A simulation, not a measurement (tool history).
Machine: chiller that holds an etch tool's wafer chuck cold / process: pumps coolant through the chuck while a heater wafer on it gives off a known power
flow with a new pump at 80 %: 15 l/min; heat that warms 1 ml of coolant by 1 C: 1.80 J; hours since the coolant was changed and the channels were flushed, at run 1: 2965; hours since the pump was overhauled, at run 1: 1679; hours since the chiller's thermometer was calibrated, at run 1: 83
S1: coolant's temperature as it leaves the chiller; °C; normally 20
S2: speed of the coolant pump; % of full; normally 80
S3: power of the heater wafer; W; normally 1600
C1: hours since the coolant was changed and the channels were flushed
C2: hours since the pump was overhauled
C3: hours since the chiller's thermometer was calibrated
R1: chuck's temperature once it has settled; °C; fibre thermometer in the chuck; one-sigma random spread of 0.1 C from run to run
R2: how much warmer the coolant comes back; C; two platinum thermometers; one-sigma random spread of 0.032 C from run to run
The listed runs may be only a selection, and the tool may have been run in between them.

Run 1, day 0: usual settings; C1 2965; C2 1679; C3 83. Result: R1 33.2 °C, R2 3.62 C.
Run 2, day 1.338: usual settings; C1 2997; C2 1711; C3 115. Result: R1 33.1 °C, R2 3.62 C.
Run 3, day 2.85: usual settings; C1 3033; C2 1747; C3 151. Result: R1 33.2 °C, R2 3.66 C.
Run 4, day 3.875: usual settings; C1 3058; C2 1772; C3 176. Result: R1 33.1 °C, R2 3.66 C.
Run 5, day 5.333: usual settings; C1 3093; C2 1807; C3 211. Result: R1 33.4 °C, R2 3.64 C.
Run 6, day 7.042: usual settings but S1 13 °C, S2 84 % of full, S3 823 W; C1 3134; C2 1848; C3 252. Result: R1 19.5 °C, R2 1.75 C.
Run 7, day 8.229: usual settings but S1 11 °C, S2 83 % of full, S3 894 W; C1 3162; C2 1877; C3 280. Result: R1 18.2 °C, R2 1.95 C.

What will run 8 give?
Run 8, day 9.067: usual settings but S1 11 °C, S2 83 % of full, S3 894 W; C1 3182; C2 1897; C3 300. Result: R1 ?, R2 ?.

For run 8 the tool returned R1 18.1 °C, R2 1.96 C.
On a tool with no hidden condition, and with the same random variation, this run would have come out at R1 17.8 °C, R2 1.91 C.
